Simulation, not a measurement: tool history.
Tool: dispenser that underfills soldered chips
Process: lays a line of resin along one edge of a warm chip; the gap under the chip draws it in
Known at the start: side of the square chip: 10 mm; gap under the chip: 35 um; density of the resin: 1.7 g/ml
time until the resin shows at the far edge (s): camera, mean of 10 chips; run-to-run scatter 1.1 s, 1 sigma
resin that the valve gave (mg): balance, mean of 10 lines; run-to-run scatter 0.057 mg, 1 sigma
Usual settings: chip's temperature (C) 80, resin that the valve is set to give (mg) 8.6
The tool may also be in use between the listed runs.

run,hour,chip's temperature (C),resin that the valve is set to give (mg),time until the resin shows at the far edge (s),resin that the valve gave (mg)
1,0,80,8.6,119.9,8.19
2,2.1,80,8.6,131.7,8.17
# hour 6.3: new syringe of resin
3,6.6,80,8.6,104.6,8.25
4,9.9,80,8.89,119.9,8.42
5,12.6,80,8.89,136.6,8.49
# hour 15.9: new syringe of resin
6,15.9,80,8.6,101.1,8.26
7,18.1,80,8.6,114,8.2
8,21.2,80,10.94,126.1,10.5
# hour 25.7: new syringe of resin
# hour 26.9: dispensing valve cleaned and set on the balance
9,27.2,80,10.94,100.7,10.97
10,30.1,80,10.63,113.7,10.7
11,33.1,77,10.56,149.7,10.75
# hour 36.7: new syringe of resin
12,38,68,8.07,202.2,8.07
13,41.3,80,9.97,121.1,9.95
14,44.8,80,10.39,138.9,10.32
# hour 46.4: new syringe of resin
15,48.5,94,8.65,59.6,8.62
16,52.3,71,8.65,201.5,8.65
# hour 56.2: new syringe of resin
17,57,72,7.97,159.6,7.92
18,59.3,71,10.04,177.8,10.06
19,62.3,93,10.28,70.1,10.14

Below, some changes in time until the resin shows at the far edge (s) between adjacent runs. For each, the amount present without the hidden state too (settings, incoming material, random variation) and the amount remaining for the hidden state with gauge scatter not shared by both compared results:
Unlogged tool condition in this case: resin's viscosity, % of fresh resin's; dose that the valve gives, % of what is set; true chip temperature over the reading, C; drift of the gauge itself on fill_s, %; drift of the gauge itself on given_mg, %.
Run 15 -> 16: chip's temperature (C) 94 -> 71. time until the resin shows at the far edge (s) +141.9: hidden state +40.2, all else +101.7.
